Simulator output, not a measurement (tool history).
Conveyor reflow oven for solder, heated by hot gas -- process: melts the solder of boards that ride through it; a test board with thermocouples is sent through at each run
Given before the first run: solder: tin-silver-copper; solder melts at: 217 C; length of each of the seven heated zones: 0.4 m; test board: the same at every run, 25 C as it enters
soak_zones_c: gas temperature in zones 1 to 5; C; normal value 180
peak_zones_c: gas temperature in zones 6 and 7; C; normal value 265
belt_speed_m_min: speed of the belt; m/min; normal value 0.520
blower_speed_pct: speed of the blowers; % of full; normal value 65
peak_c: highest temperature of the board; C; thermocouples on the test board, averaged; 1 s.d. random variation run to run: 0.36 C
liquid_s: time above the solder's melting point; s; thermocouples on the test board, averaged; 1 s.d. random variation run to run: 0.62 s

| run | hour | soak_zones_c | peak_zones_c | belt_speed_m_min | blower_speed_pct | peak_c | liquid_s |
|---|---|---|---|---|---|---|---|
| 1 | 0.0 | 180 | 265 | 0.520 | 65 | 254.2 | 74.7 |
| 2 | 7.5 | 180 | 265 | 0.520 | 65 | 254.6 | 74.9 |
| 3 | 12.9 | 180 | 265 | 0.520 | 65 | 254.4 | 75.5 |
| 4 | 23.4 | 180 | 265 | 0.425 | 65 | 258.3 | 97.4 |
| 5 | 30.9 | 180 | 265 | 0.520 | 65 | 254.8 | 75.6 |
| 6 | 38.2 | 180 | 265 | 0.520 | 65 | 254.0 | 75.3 |
| 7 | 46.2 | 180 | 265 | 0.604 | 65 | 250.1 | 60.0 |
| 8 | 53.9 | 186 | 265 | 0.604 | 65 | 251.2 | 64.0 |
| 9 | 65.1 | 186 | 265 | 0.604 | 65 | 251.6 | 63.6 |
| 10 | 73.3 | 186 | 265 | 0.604 | 65 | 251.7 | 64.1 |
| 11 | 83.3 | 186 | 265 | 0.604 | 65 | 251.8 | 63.8 |
| 12 | 89.3 | 186 | 265 | 0.604 | 65 | 252.4 | 64.9 |
|  | 94.0 | belt drive overhauled, speed set with a stopwatch |
| 13 | 103.0 | 186 | 258 | 0.604 | 65 | 245.5 | 59.2 |
| 14 | 110.1 | 186 | 258 | 0.604 | 65 | 245.5 | 59.2 |
| 15 | 116.6 | 186 | 258 | 0.604 | 65 | 245.4 | 59.2 |
|  | 125.6 | belt drive overhauled, speed set with a stopwatch, once more |
| 16 | 131.7 | 180 | 265 | 0.520 | 65 | 254.1 | 74.3 |
| 17 | 141.3 | 188 | 269 | 0.536 | 51 | 255.6 | 75.9 |
| 18 | 153.5 | 180 | 265 | 0.520 | 52 | 252.1 | 72.0 |
| 19 | 164.5 | 186 | 267 | 0.421 | 73 | 261.9 | 103.5 |
| 20 | 173.8 | 186 | 267 | 0.509 | 71 | 258.4 | 83.3 |
| 21 | 183.9 | 192 | 265 | 0.520 | 65 | 255.6 | 83.0 |
| 22 | 193.0 | 180 | 265 | 0.447 | 82 | 259.6 | 92.4 |
| 23 | 198.8 | 180 | 265 | 0.447 | 82 | 259.7 | 92.7 |
| 24 | 204.1 | 180 | 265 | 0.447 | 82 | 259.3 | 93.3 |
| 25 | 214.9 | 194 | 265 | 0.474 | 82 | 260.0 | 95.0 |
| 26 | 226.2 | 189 | 262 | 0.503 | 68 | 253.9 | 81.7 |
| 27 | 234.4 | 189 | 262 | 0.503 | 68 | 253.8 | 82.1 |
| 28 | 243.4 | 180 | 272 | 0.602 | 65 | 256.2 | 64.5 |
| 29 | 248.6 | 180 | 265 | 0.520 | 59 | 253.3 | 74.3 |
| 30 | 259.3 | 168 | 276 | 0.558 | 54 | 257.1 | 64.9 |
| 31 | 267.6 | 168 | 276 | 0.558 | 54 | 257.0 | 66.7 |
| 32 | 276.5 | 174 | 276 | 0.567 | 77 | 262.4 | 71.6 |

A few steps of peak_c between consecutive runs. Split each: what settings, incoming material and random variation would produce without the hidden state, and what is left over for the hidden state, along with gauge scatter present in only one of the two compared results (measured, and without hidden state):
Hidden state present: heat that the gas passes to the board, % of a clean oven's; belt's true speed, % of the reading; true gas temperature in zones 6 and 7 over the reading, C; drift of the gauge itself on peak_c, C; drift of the gauge itself on liquid_s, %.
Run 12 -> 13: peak_zones_c 265 -> 258, belt drive overhauled, speed set with a stopwatch. peak_c -6.9 C: hidden state +0.2, all else -7.1.
Run 15 -> 16: soak_zones_c 186 -> 180, peak_zones_c 258 -> 265, belt_speed_m_min 0.604 -> 0.520, belt drive overhauled, speed set with a stopwatch, once more. peak_c +8.7 C: hidden state +0.0, all else +8.7.
Run 18 -> 19: soak_zones_c 180 -> 186, peak_zones_c 265 -> 267, belt_speed_m_min 0.520 -> 0.421, blower_speed_pct 52 -> 73. peak_c +9.8 C: hidden state +0.3, all else +9.5.
Run 27 -> 28: soak_zones_c 189 -> 180, peak_zones_c 262 -> 272, belt_speed_m_min 0.503 -> 0.602, blower_speed_pct 68 -> 65. peak_c +2.4 C: hidden state -0.7, all else +3.1.
Run 28 -> 29: peak_zones_c 272 -> 265, belt_speed_m_min 0.602 -> 0.520, blower_speed_pct 65 -> 59. peak_c -2.9 C: hidden state +0.5, all else -3.4.
Run 29 -> 30: soak_zones_c 180 -> 168, peak_zones_c 265 -> 276, belt_speed_m_min 0.520 -> 0.558, blower_speed_pct 59 -> 54. peak_c +3.8 C: hidden state -0.5, all else +4.3.
